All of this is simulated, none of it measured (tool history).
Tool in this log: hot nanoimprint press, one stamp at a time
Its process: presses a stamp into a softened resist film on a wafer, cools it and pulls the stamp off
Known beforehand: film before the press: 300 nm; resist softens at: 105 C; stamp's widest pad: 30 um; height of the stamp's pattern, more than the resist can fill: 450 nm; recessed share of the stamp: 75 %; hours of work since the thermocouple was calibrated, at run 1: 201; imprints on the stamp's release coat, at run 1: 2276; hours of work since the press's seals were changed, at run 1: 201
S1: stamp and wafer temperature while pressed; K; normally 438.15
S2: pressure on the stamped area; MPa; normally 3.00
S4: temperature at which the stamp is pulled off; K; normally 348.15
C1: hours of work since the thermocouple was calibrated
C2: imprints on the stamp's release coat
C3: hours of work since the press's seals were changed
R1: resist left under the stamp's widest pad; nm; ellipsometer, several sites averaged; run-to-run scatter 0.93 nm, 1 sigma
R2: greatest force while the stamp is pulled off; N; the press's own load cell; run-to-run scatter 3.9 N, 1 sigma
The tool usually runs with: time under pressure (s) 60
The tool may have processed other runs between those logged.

run 1 hour=0.0 | S1=438.15 S2=3.00 time_under_pressure_(s)=60 S4=348.15 | C1=201 C2=2276 C3=201 | R1=158.5 R2=248
-- hour=39.5 stamp cleaned and given a new release coat
run 2 hour=50.0 | S1=438.15 S2=3.00 time_under_pressure_(s)=60 S4=348.15 | C1=230 C2=49 C3=230 | R1=158.2 R2=202
run 3 hour=69.3 | S1=438.15 S2=3.00 time_under_pressure_(s)=60 S4=348.15 | C1=243 C2=139 C3=243 | R1=160.6 R2=195
run 4 hour=105.9 | S1=438.15 S2=3.00 time_under_pressure_(s)=60 S4=348.15 | C1=268 C2=310 C3=268 | R1=160.3 R2=207
-- hour=139.5 plate thermocouple calibrated
run 5 hour=139.5 | S1=442.15 S2=3.00 time_under_pressure_(s)=60 S4=348.15 | C1=0 C2=453 C3=288 | R1=134.3 R2=197
run 6 hour=181.9 | S1=442.15 S2=3.00 time_under_pressure_(s)=60 S4=348.15 | C1=28 C2=651 C3=317 | R1=134.1 R2=207
run 7 hour=216.4 | S1=438.15 S2=3.00 time_under_pressure_(s)=75 S4=348.15 | C1=52 C2=813 C3=340 | R1=145.1 R2=213
run 8 hour=262.8 | S1=438.15 S2=3.00 time_under_pressure_(s)=75 S4=348.15 | C1=83 C2=1030 C3=371 | R1=144.6 R2=214
run 9 hour=307.1 | S1=438.15 S2=3.00 time_under_pressure_(s)=60 S4=345.15 | C1=112 C2=1237 C3=401 | R1=156.7 R2=237
run 10 hour=348.0 | S1=438.15 S2=2.45 time_under_pressure_(s)=60 S4=348.15 | C1=140 C2=1428 C3=428 | R1=171.2 R2=228
run 11 hour=374.2 | S1=438.15 S2=2.45 time_under_pressure_(s)=60 S4=348.15 | C1=157 C2=1551 C3=446 | R1=172.2 R2=231
run 12 hour=412.3 | S1=438.15 S2=2.45 time_under_pressure_(s)=60 S4=348.15 | C1=183 C2=1729 C3=471 | R1=173.6 R2=233
run 13 hour=455.9 | S1=438.15 S2=2.45 time_under_pressure_(s)=60 S4=348.15 | C1=212 C2=1933 C3=500 | R1=174.9 R2=238
run 14 hour=499.5 | S1=438.15 S2=3.00 time_under_pressure_(s)=60 S4=348.15 | C1=241 C2=2137 C3=530 | R1=161.4 R2=250
run 15 hour=532.2 | S1=438.15 S2=2.84 time_under_pressure_(s)=60 S4=348.15 | C1=263 C2=2290 C3=552 | R1=165.6 R2=247
-- hour=568.6 stamp cleaned and given a new release coat
run 16 hour=574.5 | S1=434.15 S2=3.82 time_under_pressure_(s)=37 S4=353.15 | C1=288 C2=27 C3=576 | R1=189.4 R2=178
-- hour=579.9 plate thermocouple calibrated
run 17 hour=609.9 | S1=434.15 S2=3.82 time_under_pressure_(s)=37 S4=353.15 | C1=20 C2=179 C3=598 | R1=186.8 R2=181
run 18 hour=640.7 | S1=434.15 S2=3.82 time_under_pressure_(s)=37 S4=353.15 | C1=41 C2=323 C3=618 | R1=188.0 R2=184
run 19 hour=673.3 | S1=434.15 S2=3.11 time_under_pressure_(s)=37 S4=344.15 | C1=63 C2=476 C3=640 | R1=204.1 R2=215
run 20 hour=715.4 | S1=432.15 S2=1.83 time_under_pressure_(s)=52 S4=348.15 | C1=91 C2=672 C3=668 | R1=233.8 R2=210
run 21 hour=750.9 | S1=432.15 S2=1.83 time_under_pressure_(s)=52 S4=348.15 | C1=115 C2=839 C3=692 | R1=233.6 R2=211
run 22 hour=782.0 | S1=444.15 S2=3.39 time_under_pressure_(s)=94 S4=348.15 | C1=135 C2=984 C3=713 | R1=103.4 R2=209
run 23 hour=808.2 | S1=444.15 S2=3.39 time_under_pressure_(s)=94 S4=348.15 | C1=153 C2=1107 C3=731 | R1=103.5 R2=230
run 24 hour=846.9 | S1=444.15 S2=3.39 time_under_pressure_(s)=94 S4=348.15 | C1=179 C2=1287 C3=757 | R1=103.3 R2=225
run 25 hour=876.0 | S1=444.15 S2=1.82 time_under_pressure_(s)=64 S4=348.15 | C1=199 C2=1424 C3=776 | R1=161.6 R2=231
run 26 hour=913.5 | S1=444.15 S2=3.15 time_under_pressure_(s)=33 S4=354.15 | C1=224 C2=1599 C3=801 | R1=159.0 R2=215
run 27 hour=938.8 | S1=429.15 S2=3.44 time_under_pressure_(s)=87 S4=349.15 | C1=241 C2=1717 C3=818 | R1=187.5 R2=241
run 28 hour=980.3 | S1=428.15 S2=3.00 time_under_pressure_(s)=62 S4=348.15 | C1=268 C2=1911 C3=846 | R1=217.8 R2=247

Here are 5 independent what-if runs from the current tool condition. What would each one return?
run A hour=1002.9 | S1=426.15 S2=1.92 time_under_pressure_(s)=60 S4=353.15 | C1=284 C2=2017 C3=861 | R1=? R2=?
run B hour=1002.9 | S1=448.15 S2=2.78 time_under_pressure_(s)=60 S4=349.15 | C1=284 C2=2017 C3=861 | R1=? R2=?
run C hour=1002.9 | S1=440.15 S2=3.00 time_under_pressure_(s)=62 S4=348.15 | C1=284 C2=2017 C3=861 | R1=? R2=?
run D hour=1002.9 | S1=438.15 S2=3.00 time_under_pressure_(s)=52 S4=343.15 | C1=284 C2=2017 C3=861 | R1=? R2=?
run E hour=1002.9 | S1=446.15 S2=1.87 time_under_pressure_(s)=60 S4=338.15 | C1=284 C2=2017 C3=861 | R1=? R2=?

run=A R1=255.7 R2=232
run=B R1=119.6 R2=244
run=C R1=149.7 R2=246
run=D R1=171.8 R2=257
run=E R1=154.3 R2=269
The same runs, with their run-to-run variation unchanged, on a tool lacking any hidden condition would have given:
run=A R1=248.7 R2=180
run=B R1=111.7 R2=189
run=C R1=139.8 R2=191
run=D R1=161.1 R2=200
run=E R1=146.2 R2=209
